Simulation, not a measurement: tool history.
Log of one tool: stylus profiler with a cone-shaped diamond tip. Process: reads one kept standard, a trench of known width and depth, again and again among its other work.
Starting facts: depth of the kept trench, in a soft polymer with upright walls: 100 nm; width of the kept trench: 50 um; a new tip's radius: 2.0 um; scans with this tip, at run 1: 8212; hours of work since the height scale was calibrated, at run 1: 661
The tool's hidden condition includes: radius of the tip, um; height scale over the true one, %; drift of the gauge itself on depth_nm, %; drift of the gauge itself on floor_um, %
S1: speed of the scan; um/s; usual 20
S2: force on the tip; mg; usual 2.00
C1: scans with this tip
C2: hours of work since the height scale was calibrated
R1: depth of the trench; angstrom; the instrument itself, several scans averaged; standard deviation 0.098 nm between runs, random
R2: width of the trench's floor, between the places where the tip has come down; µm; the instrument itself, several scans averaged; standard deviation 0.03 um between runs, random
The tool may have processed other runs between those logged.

{"run": 1, "hour": 0.0, "S1": 20, "S2": 2.0, "C1": 8212, "C2": 661, "R1": 1016.7, "R2": 48.65}
{"run": 2, "hour": 31.7, "S1": 20, "S2": 2.0, "C1": 8425, "C2": 678, "R1": 1014.8, "R2": 48.68}
{"run": 3, "hour": 52.5, "S1": 10, "S2": 2.0, "C1": 8565, "C2": 690, "R1": 1013.1, "R2": 48.74}
{"run": 4, "hour": 85.8, "S1": 10, "S2": 2.0, "C1": 8788, "C2": 708, "R1": 1015.5, "R2": 48.67}
{"run": 5, "hour": 112.4, "S1": 10, "S2": 0.67, "C1": 8968, "C2": 722, "R1": 1007.7, "R2": 48.65}
{"run": 6, "hour": 136.9, "S1": 10, "S2": 0.67, "C1": 9132, "C2": 735, "R1": 1007.4, "R2": 48.7}
{"run": 7, "hour": 153.5, "S1": 10, "S2": 0.67, "C1": 9244, "C2": 744, "R1": 1006.4, "R2": 48.68}
{"run": 8, "hour": 172.5, "S1": 11, "S2": 2.0, "C1": 9371, "C2": 755, "R1": 1013.7, "R2": 48.72}
{"run": 9, "hour": 189.4, "S1": 20, "S2": 2.0, "C1": 9485, "C2": 764, "R1": 1015.9, "R2": 48.65}
{"run": 10, "hour": 209.1, "S1": 20, "S2": 2.24, "C1": 9617, "C2": 774, "R1": 1016.0, "R2": 48.67}
{"run": 11, "hour": 239.1, "S1": 20, "S2": 2.24, "C1": 9819, "C2": 791, "R1": 1015.8, "R2": 48.64}
{"run": 12, "hour": 273.5, "S1": 20, "S2": 2.0, "C1": 10050, "C2": 809, "R1": 1015.5, "R2": 48.67}
{"run": 13, "hour": 298.6, "S1": 20, "S2": 2.0, "C1": 10219, "C2": 823, "R1": 1015.2, "R2": 48.64}
{"run": 14, "hour": 324.3, "S1": 20, "S2": 2.0, "C1": 10391, "C2": 837, "R1": 1016.9, "R2": 48.63}
{"run": 15, "hour": 352.6, "S1": 20, "S2": 2.26, "C1": 10582, "C2": 852, "R1": 1017.6, "R2": 48.69}
{"run": 16, "hour": 384.4, "S1": 20, "S2": 2.0, "C1": 10796, "C2": 869, "R1": 1013.2, "R2": 48.64}
{"run": 17, "hour": 413.9, "S1": 20, "S2": 2.0, "C1": 10994, "C2": 885, "R1": 1015.6, "R2": 48.63}
{"run": 18, "hour": 431.2, "S1": 20, "S2": 2.0, "C1": 11110, "C2": 895, "R1": 1015.7, "R2": 48.64}
{"run": 19, "hour": 463.5, "S1": 20, "S2": 2.0, "C1": 11327, "C2": 912, "R1": 1015.2, "R2": 48.58}
{"run": 20, "hour": 494.8, "S1": 20, "S2": 2.0, "C1": 11537, "C2": 929, "R1": 1015.7, "R2": 48.62}
{"run": 21, "hour": 516.0, "S1": 20, "S2": 2.0, "C1": 11680, "C2": 940, "R1": 1013.9, "R2": 48.63}
{"run": 22, "hour": 541.4, "S1": 20, "S2": 2.47, "C1": 11851, "C2": 954, "R1": 1017.6, "R2": 48.62}
{"run": 23, "hour": 575.2, "S1": 20, "S2": 2.47, "C1": 12078, "C2": 972, "R1": 1016.9, "R2": 48.57}
{"run": 24, "hour": 603.8, "S1": 9, "S2": 4.19, "C1": 12270, "C2": 988, "R1": 1026.0, "R2": 48.74}
{"run": 25, "hour": 637.5, "S1": 7, "S2": 0.95, "C1": 12497, "C2": 1006, "R1": 1007.3, "R2": 48.64}
{"run": 26, "hour": 656.7, "S1": 6, "S2": 4.01, "C1": 12625, "C2": 1017, "R1": 1023.5, "R2": 48.7}
{"run": 27, "hour": 679.0, "S1": 22, "S2": 3.52, "C1": 12776, "C2": 1029, "R1": 1022.5, "R2": 48.64}
{"run": 28, "hour": 706.5, "S1": 33, "S2": 3.05, "C1": 12960, "C2": 1044, "R1": 1019.7, "R2": 48.61}
{"run": 29, "hour": 736.2, "S1": 33, "S2": 3.05, "C1": 13160, "C2": 1060, "R1": 1020.2, "R2": 48.59}
{"run": 30, "hour": 752.8, "S1": 33, "S2": 3.05, "C1": 13272, "C2": 1069, "R1": 1020.4, "R2": 48.6}
{"run": 31, "hour": 777.7, "S1": 12, "S2": 2.0, "C1": 13439, "C2": 1082, "R1": 1014.8, "R2": 48.6}
{"run": 32, "hour": 797.5, "S1": 12, "S2": 4.09, "C1": 13572, "C2": 1093, "R1": 1024.7, "R2": 48.68}

Expected results for the next run?
{"run": 33, "hour": 814.5, "S1": 27, "S2": 4.49, "C1": 13686, "C2": 1102, "R1": "?", "R2": "?"}

Logged for run 33: R1 1026.6 angstrom, R2 48.64 µm.
Were there no unlogged condition in the tool, this run, its random variation unchanged, would have produced R1 1026.7 angstrom, R2 48.65 µm.
